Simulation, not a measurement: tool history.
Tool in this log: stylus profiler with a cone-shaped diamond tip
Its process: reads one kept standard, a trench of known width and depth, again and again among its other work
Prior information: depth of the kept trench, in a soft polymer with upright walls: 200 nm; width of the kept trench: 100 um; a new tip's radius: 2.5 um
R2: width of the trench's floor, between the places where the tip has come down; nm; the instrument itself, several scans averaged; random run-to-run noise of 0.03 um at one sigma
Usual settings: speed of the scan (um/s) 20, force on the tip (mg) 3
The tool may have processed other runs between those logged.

{"run": 1, "hour": 0.0, "speed of the scan (um/s)": 20, "force on the tip (mg)": 3, "depth of the trench (Å)": 2018.5, "R2": 98000}
{"run": 2, "hour": 32.0, "speed of the scan (um/s)": 20, "force on the tip (mg)": 3, "depth of the trench (Å)": 2019.7, "R2": 98010}
{"run": 3, "hour": 55.7, "speed of the scan (um/s)": 20, "force on the tip (mg)": 3, "depth of the trench (Å)": 2019.4, "R2": 98010}
{"run": 4, "hour": 98.6, "speed of the scan (um/s)": 8, "force on the tip (mg)": 3, "depth of the trench (Å)": 2018.7, "R2": 98000}
{"run": 5, "hour": 120.0, "speed of the scan (um/s)": 20, "force on the tip (mg)": 3, "depth of the trench (Å)": 2019.7, "R2": 98030}
{"run": 6, "hour": 160.3, "speed of the scan (um/s)": 8, "force on the tip (mg)": 3, "depth of the trench (Å)": 2017.8, "R2": 98000}
{"run": 7, "hour": 191.4, "speed of the scan (um/s)": 8, "force on the tip (mg)": 3, "depth of the trench (Å)": 2017.9, "R2": 98010}
{"run": 8, "hour": 223.5, "speed of the scan (um/s)": 8, "force on the tip (mg)": 3, "depth of the trench (Å)": 2019.9, "R2": 98060}
{"run": 9, "hour": 241.2, "speed of the scan (um/s)": 20, "force on the tip (mg)": 3, "depth of the trench (Å)": 2019.9, "R2": 98010}
{"run": 10, "hour": 279.4, "speed of the scan (um/s)": 20, "force on the tip (mg)": 3, "depth of the trench (Å)": 2020.3, "R2": 98040}
{"run": 11, "hour": 317.2, "speed of the scan (um/s)": 20, "force on the tip (mg)": 3, "depth of the trench (Å)": 2019.2, "R2": 98010}
{"run": 12, "hour": 340.4, "speed of the scan (um/s)": 15, "force on the tip (mg)": 3, "depth of the trench (Å)": 2018.3, "R2": 97990}
{"run": 13, "hour": 365.1, "speed of the scan (um/s)": 9, "force on the tip (mg)": 3, "depth of the trench (Å)": 2020.3, "R2": 98010}
{"run": 14, "hour": 405.3, "speed of the scan (um/s)": 9, "force on the tip (mg)": 3, "depth of the trench (Å)": 2020.1, "R2": 98000}
{"run": 15, "hour": 440.8, "speed of the scan (um/s)": 9, "force on the tip (mg)": 3, "depth of the trench (Å)": 2018.6, "R2": 98060}
{"run": 16, "hour": 458.3, "speed of the scan (um/s)": 9, "force on the tip (mg)": 3, "depth of the trench (Å)": 2020, "R2": 98000}
{"run": 17, "hour": 491.8, "speed of the scan (um/s)": 9, "force on the tip (mg)": 3, "depth of the trench (Å)": 2018.7, "R2": 98030}
{"run": 18, "hour": 515.2, "speed of the scan (um/s)": 20, "force on the tip (mg)": 2.63, "depth of the trench (Å)": 2018.3, "R2": 98020}
{"run": 19, "hour": 557.4, "speed of the scan (um/s)": 20, "force on the tip (mg)": 2.63, "depth of the trench (Å)": 2016.4, "R2": 98000}
{"run": 20, "hour": 585.7, "speed of the scan (um/s)": 20, "force on the tip (mg)": 2.63, "depth of the trench (Å)": 2020.2, "R2": 98000}
{"run": 21, "hour": 614.9, "speed of the scan (um/s)": 20, "force on the tip (mg)": 6.39, "depth of the trench (Å)": 2030.7, "R2": 98020}
{"run": 22, "hour": 653.2, "speed of the scan (um/s)": 15, "force on the tip (mg)": 3, "depth of the trench (Å)": 2020.4, "R2": 98030}
{"run": 23, "hour": 673.5, "speed of the scan (um/s)": 20, "force on the tip (mg)": 3, "depth of the trench (Å)": 2021, "R2": 98020}
{"run": 24, "hour": 708.3, "speed of the scan (um/s)": 20, "force on the tip (mg)": 3, "depth of the trench (Å)": 2020.1, "R2": 97950}
{"run": 25, "hour": 733.1, "speed of the scan (um/s)": 10, "force on the tip (mg)": 5.33, "depth of the trench (Å)": 2028.8, "R2": 98020}
{"run": 26, "hour": 765.1, "speed of the scan (um/s)": 15, "force on the tip (mg)": 1.59, "depth of the trench (Å)": 2011.5, "R2": 98000}
{"run": 27, "hour": 787.1, "speed of the scan (um/s)": 18, "force on the tip (mg)": 3.39, "depth of the trench (Å)": 2020, "R2": 98000}
{"run": 28, "hour": 821.8, "speed of the scan (um/s)": 6, "force on the tip (mg)": 3, "depth of the trench (Å)": 2019.2, "R2": 98010}
{"run": 29, "hour": 847.8, "speed of the scan (um/s)": 6, "force on the tip (mg)": 3, "depth of the trench (Å)": 2021.5, "R2": 98060}
{"run": 30, "hour": 869.0, "speed of the scan (um/s)": 9, "force on the tip (mg)": 7.45, "depth of the trench (Å)": 2034.1, "R2": 98030}
{"run": 31, "hour": 903.3, "speed of the scan (um/s)": 7, "force on the tip (mg)": 2.23, "depth of the trench (Å)": 2015.9, "R2": 98010}
{"run": 32, "hour": 941.0, "speed of the scan (um/s)": 9, "force on the tip (mg)": 3.48, "depth of the trench (Å)": 2020.7, "R2": 98000}
{"run": 33, "hour": 984.4, "speed of the scan (um/s)": 9, "force on the tip (mg)": 3.48, "depth of the trench (Å)": 2022.2, "R2": 97940}
{"run": 34, "hour": 1025.5, "speed of the scan (um/s)": 25, "force on the tip (mg)": 1.5, "depth of the trench (Å)": 2013.3, "R2": 97960}
{"run": 35, "hour": 1064.8, "speed of the scan (um/s)": 12, "force on the tip (mg)": 3, "depth of the trench (Å)": 2019.2, "R2": 98000}
{"run": 36, "hour": 1085.0, "speed of the scan (um/s)": 44, "force on the tip (mg)": 3, "depth of the trench (Å)": 2020.5, "R2": 97910}
{"run": 37, "hour": 1123.6, "speed of the scan (um/s)": 44, "force on the tip (mg)": 3, "depth of the trench (Å)": 2018.8, "R2": 97900}
{"run": 38, "hour": 1157.3, "speed of the scan (um/s)": 20, "force on the tip (mg)": 4.11, "depth of the trench (Å)": 2024.2, "R2": 98030}
{"run": 39, "hour": 1181.9, "speed of the scan (um/s)": 9, "force on the tip (mg)": 4.11, "depth of the trench (Å)": 2021.8, "R2": 98060}
{"run": 40, "hour": 1206.9, "speed of the scan (um/s)": 9, "force on the tip (mg)": 4.11, "depth of the trench (Å)": 2022.7, "R2": 97970}
{"run": 41, "hour": 1230.0, "speed of the scan (um/s)": 9, "force on the tip (mg)": 4.11, "depth of the trench (Å)": 2023.4, "R2": 98000}
{"run": 42, "hour": 1250.0, "speed of the scan (um/s)": 25, "force on the tip (mg)": 5.82, "depth of the trench (Å)": 2028.2, "R2": 97980}
{"run": 43, "hour": 1273.5, "speed of the scan (um/s)": 25, "force on the tip (mg)": 5.82, "depth of the trench (Å)": 2028.5, "R2": 97980}
{"run": 44, "hour": 1293.6, "speed of the scan (um/s)": 25, "force on the tip (mg)": 5.82, "depth of the trench (Å)": 2029.6, "R2": 97970}
{"run": 45, "hour": 1320.6, "speed of the scan (um/s)": 25, "force on the tip (mg)": 4.49, "depth of the trench (Å)": 2025.2, "R2": 97980}
{"run": 46, "hour": 1344.6, "speed of the scan (um/s)": 25, "force on the tip (mg)": 4.49, "depth of the trench (Å)": 2026.7, "R2": 98020}
{"run": 47, "hour": 1384.4, "speed of the scan (um/s)": 25, "force on the tip (mg)": 8.33, "depth of the trench (Å)": 2038.3, "R2": 98000}

4 ways to go on from here, each from the tool as it stands after run 47. What would each give?
{"run": "A", "hour": 1407.8, "speed of the scan (um/s)": 25, "force on the tip (mg)": 5.82, "depth of the trench (Å)": "?", "R2": "?"}
{"run": "B", "hour": 1407.8, "speed of the scan (um/s)": 39, "force on the tip (mg)": 6.85, "depth of the trench (Å)": "?", "R2": "?"}
{"run": "C", "hour": 1407.8, "speed of the scan (um/s)": 25, "force on the tip (mg)": 1.11, "depth of the trench (Å)": "?", "R2": "?"}
{"run": "D", "hour": 1407.8, "speed of the scan (um/s)": 20, "force on the tip (mg)": 2.71, "depth of the trench (Å)": "?", "R2": "?"}

run=A depth_of_the_trench_(Å)=2029.9 R2=98020
run=B depth_of_the_trench_(Å)=2034.1 R2=97930
run=C depth_of_the_trench_(Å)=2008.2 R2=97940
run=D depth_of_the_trench_(Å)=2017 R2=98020
What these runs would have given with no unlogged condition in the tool:
run=A depth_of_the_trench_(Å)=2029.6 R2=98040
run=B depth_of_the_trench_(Å)=2033.9 R2=97940
run=C depth_of_the_trench_(Å)=2008 R2=97950
run=D depth_of_the_trench_(Å)=2016.8 R2=98030

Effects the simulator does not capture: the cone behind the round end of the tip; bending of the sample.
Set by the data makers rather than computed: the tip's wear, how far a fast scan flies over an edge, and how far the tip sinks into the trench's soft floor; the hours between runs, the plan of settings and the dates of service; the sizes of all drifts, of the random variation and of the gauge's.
